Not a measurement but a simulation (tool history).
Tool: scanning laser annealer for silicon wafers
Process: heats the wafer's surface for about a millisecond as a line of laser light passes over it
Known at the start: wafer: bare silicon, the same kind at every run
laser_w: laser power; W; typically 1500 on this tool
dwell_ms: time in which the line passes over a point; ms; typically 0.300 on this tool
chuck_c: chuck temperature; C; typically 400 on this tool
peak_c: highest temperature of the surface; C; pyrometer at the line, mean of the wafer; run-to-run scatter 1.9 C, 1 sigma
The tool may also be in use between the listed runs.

Run 1, hour 0.0: usual settings. Result: peak_c 1180 C.
Run 2, hour 38.9: usual settings. Result: peak_c 1177 C.
Run 3, hour 68.6: usual settings. Result: peak_c 1174 C.
Run 4, hour 97.0: usual settings. Result: peak_c 1172 C.
Run 5, hour 129.7: usual settings. Result: peak_c 1169 C.
Run 6, hour 155.8: usual settings. Result: peak_c 1165 C.
Run 7, hour 191.0: usual settings. Result: peak_c 1168 C.
Run 8, hour 222.0: usual settings. Result: peak_c 1165 C.
Run 9, hour 239.9: usual settings but dwell_ms 0.237 ms. Result: peak_c 1076 C.
Run 10, hour 271.9: usual settings. Result: peak_c 1160 C.
Run 11, hour 312.3: usual settings but laser_w 1336 W. Result: peak_c 1050 C.
Run 12, hour 343.0: usual settings but laser_w 1336 W. Result: peak_c 1047 C.
Run 13, hour 369.0: usual settings but laser_w 1343 W. Result: peak_c 1051 C.
Run 14, hour 386.5: usual settings but laser_w 1343 W. Result: peak_c 1046 C.
Run 15, hour 409.2: usual settings but laser_w 1343 W. Result: peak_c 1035 C.
Run 16, hour 443.3: usual settings. Result: peak_c 1133 C.
Run 17, hour 476.9: usual settings. Result: peak_c 1128 C.
Run 18, hour 521.9: usual settings. Result: peak_c 1186 C.
Run 19, hour 555.5: usual settings. Result: peak_c 1182 C.
Run 20, hour 594.9: usual settings. Result: peak_c 1207 C.
Run 21, hour 634.7: usual settings but laser_w 1510 W, dwell_ms 0.265 ms, chuck_c 412 C. Result: peak_c 1167 C.
Run 22, hour 661.1: usual settings but laser_w 1417 W, dwell_ms 0.275 ms. Result: peak_c 1109 C.
Run 23, hour 690.1: usual settings but laser_w 1417 W, dwell_ms 0.275 ms. Result: peak_c 1109 C.
Run 24, hour 720.0: usual settings but laser_w 1446 W, dwell_ms 0.275 ms, chuck_c 412 C. Result: peak_c 1139 C.
Run 25, hour 743.9: usual settings but laser_w 1530 W, dwell_ms 0.258 ms, chuck_c 387 C. Result: peak_c 1146 C.
Run 26, hour 783.4: usual settings but laser_w 1530 W, dwell_ms 0.240 ms, chuck_c 427 C. Result: peak_c 1152 C.
Run 27, hour 802.0: usual settings but dwell_ms 0.339 ms, chuck_c 370 C. Result: peak_c 1210 C.
Run 28, hour 833.0: usual settings but laser_w 1550 W, dwell_ms 0.221 ms, chuck_c 389 C. Result: peak_c 1092 C.
Run 29, hour 872.3: usual settings but laser_w 1550 W, dwell_ms 0.213 ms, chuck_c 397 C. Result: peak_c 1089 C.
Run 30, hour 907.7: usual settings but laser_w 1550 W, dwell_ms 0.213 ms, chuck_c 366 C. Result: peak_c 1057 C.
Run 31, hour 943.8: usual settings but laser_w 1523 W, dwell_ms 0.261 ms, chuck_c 381 C. Result: peak_c 1126 C.
Run 32, hour 965.7: usual settings but dwell_ms 0.242 ms, chuck_c 397 C. Result: peak_c 1096 C.
Run 33, hour 991.0: usual settings but laser_w 1352 W, dwell_ms 0.339 ms, chuck_c 377 C. Result: peak_c 1098 C.
Run 34, hour 1020.4: usual settings but laser_w 1632 W, dwell_ms 0.246 ms, chuck_c 371 C. Result: peak_c 1156 C.
Run 35, hour 1056.3: usual settings but laser_w 1532 W, dwell_ms 0.240 ms, chuck_c 440 C. Result: peak_c 1149 C.
Run 36, hour 1090.0: usual settings but laser_w 1532 W, dwell_ms 0.240 ms, chuck_c 440 C. Result: peak_c 1147 C.
Run 37, hour 1132.8: usual settings but laser_w 1532 W, dwell_ms 0.240 ms, chuck_c 440 C. Result: peak_c 1147 C.
Run 38, hour 1164.7: usual settings but laser_w 1506 W, chuck_c 401 C. Result: peak_c 1170 C.
Run 39, hour 1191.8: usual settings but laser_w 1406 W, chuck_c 364 C. Result: peak_c 1061 C.
Run 40, hour 1230.4: usual settings but laser_w 1605 W, dwell_ms 0.333 ms, chuck_c 420 C. Result: peak_c 1298 C.

Not shown: 3 entries that the log had between the listed runs. Between which runs, and how does the tool's hidden state differ before and after?
Runs 14 to 15: window over the wafer cleaned (hour 391.2)
  light that passes the window, % of a clean one's: 96.3 -> 94.63; width of the line over the set one, %: 3.58 -> 3.63
  measured minus no-state result, peak_c: -54 -> -69 C
Runs 17 to 18: window over the wafer cleaned, once more (hour 480.7)
  light that passes the window, % of a clean one's: 94.27 -> 99.65; width of the line over the set one, %: 3.82 -> 3.94
  measured minus no-state result, peak_c: -85 -> -30 C
Runs 19 to 20: optics aligned, line set to its width (hour 586.3)
  light that passes the window, % of a clean one's: 99.48 -> 99.3; width of the line over the set one, %: 4.03 -> 0.08
  measured minus no-state result, peak_c: -33 -> -9 C

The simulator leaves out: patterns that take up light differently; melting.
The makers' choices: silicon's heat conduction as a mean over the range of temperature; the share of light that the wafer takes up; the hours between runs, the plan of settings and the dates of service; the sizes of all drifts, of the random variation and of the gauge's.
